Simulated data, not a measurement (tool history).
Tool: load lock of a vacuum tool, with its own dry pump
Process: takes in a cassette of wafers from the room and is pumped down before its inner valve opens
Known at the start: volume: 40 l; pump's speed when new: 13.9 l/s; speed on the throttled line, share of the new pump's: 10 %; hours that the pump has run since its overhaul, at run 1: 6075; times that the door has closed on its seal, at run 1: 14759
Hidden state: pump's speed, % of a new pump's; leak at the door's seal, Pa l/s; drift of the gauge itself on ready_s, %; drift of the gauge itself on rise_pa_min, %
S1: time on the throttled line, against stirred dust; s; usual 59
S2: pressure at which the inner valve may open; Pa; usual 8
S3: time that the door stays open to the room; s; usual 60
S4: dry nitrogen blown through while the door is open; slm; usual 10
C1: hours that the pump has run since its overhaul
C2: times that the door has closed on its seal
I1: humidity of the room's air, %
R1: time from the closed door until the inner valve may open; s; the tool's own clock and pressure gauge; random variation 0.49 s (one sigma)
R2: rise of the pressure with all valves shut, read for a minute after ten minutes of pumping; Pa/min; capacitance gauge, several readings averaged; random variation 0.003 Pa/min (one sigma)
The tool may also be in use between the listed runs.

| run | hour | S1 | S2 | S3 | S4 | C1 | C2 | I1 | R1 | R2 |
|---|---|---|---|---|---|---|---|---|---|---|
| 1 | 0 | 59 | 8 | 60 | 10 | 6075 | 14759 | 48.4 | 81.4 | 0.276 |
| 2 | 137 | 59 | 10 | 60 | 10 | 6212 | 15027 | 44.3 | 80.8 | 0.293 |
| 3 | 406.9 | 59 | 8 | 60 | 10 | 6482 | 15555 | 44.1 | 81.7 | 0.297 |
| 4 | 598.4 | 59 | 8 | 60 | 10 | 6673 | 15929 | 45.8 | 82.7 | 0.301 |
| 5 | 860.5 | 59 | 8 | 60 | 13 | 6935 | 16442 | 46 | 82 | 0.312 |
| 6 | 1049.5 | 59 | 8 | 60 | 13 | 7124 | 16812 | 45.4 | 83 | 0.328 |
| 7 | 1169.2 | 59 | 8 | 60 | 13 | 7244 | 17046 | 44.9 | 82.4 | 0.333 |
| 8 | 1436.4 | 59 | 8 | 60 | 13 | 7511 | 17568 | 45.9 | 81.8 | 0.342 |
| 9 | 1566 | 59 | 8 | 60 | 13 | 7641 | 17822 | 43.7 | 82.2 | 0.344 |
| 10 | 1755.4 | 59 | 8 | 60 | 13 | 7830 | 18192 | 44.8 | 82.7 | 0.354 |
| 11 | 1904.3 | 59 | 8 | 60 | 13 | 7979 | 18484 | 47.3 | 82.2 | 0.366 |
| 12 | 2163.7 | 59 | 8 | 60 | 13 | 8239 | 18991 | 44 | 83.1 | 0.382 |
| 13 | 2291.1 | 59 | 8 | 60 | 10 | 8366 | 19240 | 46 | 81 | 0.391 |
| 14 | 2466.2 | 59 | 8 | 60 | 10 | 8541 | 19583 | 43.3 | 83.5 | 0.388 |
| 15 | 2714.6 | 59 | 8 | 27 | 10 | 8789 | 20069 | 43.3 | 82.5 | 0.405 |
| 16 | 2892.3 | 59 | 8 | 60 | 10 | 8967 | 20416 | 46.1 | 82.3 | 0.422 |
| 17 | 3109.1 | 59 | 8 | 60 | 10 | 9184 | 20840 | 46.4 | 82.9 | 0.432 |
| 18 | 3315.2 | 32 | 8 | 60 | 10 | 9390 | 21243 | 43 | 59.4 | 0.447 |
| 19 | 3491 | 59 | 12 | 141 | 8 | 9566 | 21587 | 47.6 | 81.2 | 0.485 |
| 20 | 3755.6 | 59 | 12 | 141 | 8 | 9830 | 22105 | 44.4 | 81.9 | 0.509 |
| 21 | 3965 | 66 | 8 | 60 | 10 | 10040 | 22514 | 43.4 | 89.3 | 0.497 |
| 22 | 4173.1 | 59 | 13 | 49 | 16 | 10248 | 22922 | 45.2 | 80.9 | 0.491 |
| 23 | 4393.7 | 59 | 13 | 49 | 16 | 10469 | 23353 | 44.2 | 81.8 | 0.499 |
| 24 | 4612.5 | 59 | 13 | 49 | 16 | 10687 | 23781 | 41 | 81.5 | 0.533 |
| 25 | 4747.6 | 43 | 16 | 49 | 40 | 10822 | 24045 | 46 | 66.2 | 0.517 |
| 26 | 4906.8 | 43 | 16 | 49 | 40 | 10982 | 24357 | 45.2 | 66.7 | 0.542 |
| 27 | 5157.7 | 32 | 15 | 146 | 19 | 11233 | 24848 | 46 | 57.4 | 0.579 |
| 28 | 5323.5 | 32 | 15 | 146 | 19 | 11398 | 25172 | 46.8 | 57.7 | 0.589 |
| 29 | 5512.3 | 32 | 15 | 146 | 19 | 11587 | 25541 | 47.4 | 57.8 | 0.624 |
| 30 | 5640.9 | 32 | 8 | 146 | 19 | 11716 | 25793 | 46 | 59.3 | 0.621 |
| 31 | 5775.2 | 77 | 7 | 30 | 20 | 11850 | 26055 | 44.6 | 100.1 | 0.597 |
| 32 | 6030.8 | 57 | 14 | 239 | 10 | 12106 | 26555 | 46 | 79 | 0.679 |
| 33 | 6156.2 | 57 | 14 | 239 | 10 | 12231 | 26801 | 47.9 | 79.7 | 0.686 |
| 34 | 6293 | 57 | 14 | 31 | 6 | 12368 | 27068 | 44.1 | 80.3 | 0.626 |
| 35 | 6420.5 | 57 | 14 | 31 | 6 | 12495 | 27318 | 44.5 | 80.8 | 0.642 |
| 36 | 6594.7 | 42 | 13 | 40 | 6 | 12670 | 27659 | 42.7 | 67.1 | 0.659 |

Forecast each of these 4 alternatives for the next run:
| A | 6814.8 | 45 | 13 | 40 | 15 | 12890 | 28089 | 45.8 | ? | ? |
| B | 6814.8 | 70 | 13 | 40 | 36 | 12890 | 28089 | 41.6 | ? | ? |
| C | 6814.8 | 58 | 8 | 49 | 7 | 12890 | 28089 | 41.1 | ? | ? |
| D | 6814.8 | 66 | 13 | 39 | 42 | 12890 | 28089 | 46.3 | ? | ? |

| run | R1 | R2 |
|---|---|---|
| A | 69.9 | 0.681 |
| B | 91.2 | 0.666 |
| C | 83.5 | 0.691 |
| D | 87.5 | 0.669 |
Without the tool's hidden state the same runs would have given:
| run | R1 | R2 |
|---|---|---|
| A | 66.7 | 0.017 |
| B | 88.4 | 0.008 |
| C | 80.2 | 0.021 |
| D | 84.6 | 0.008 |
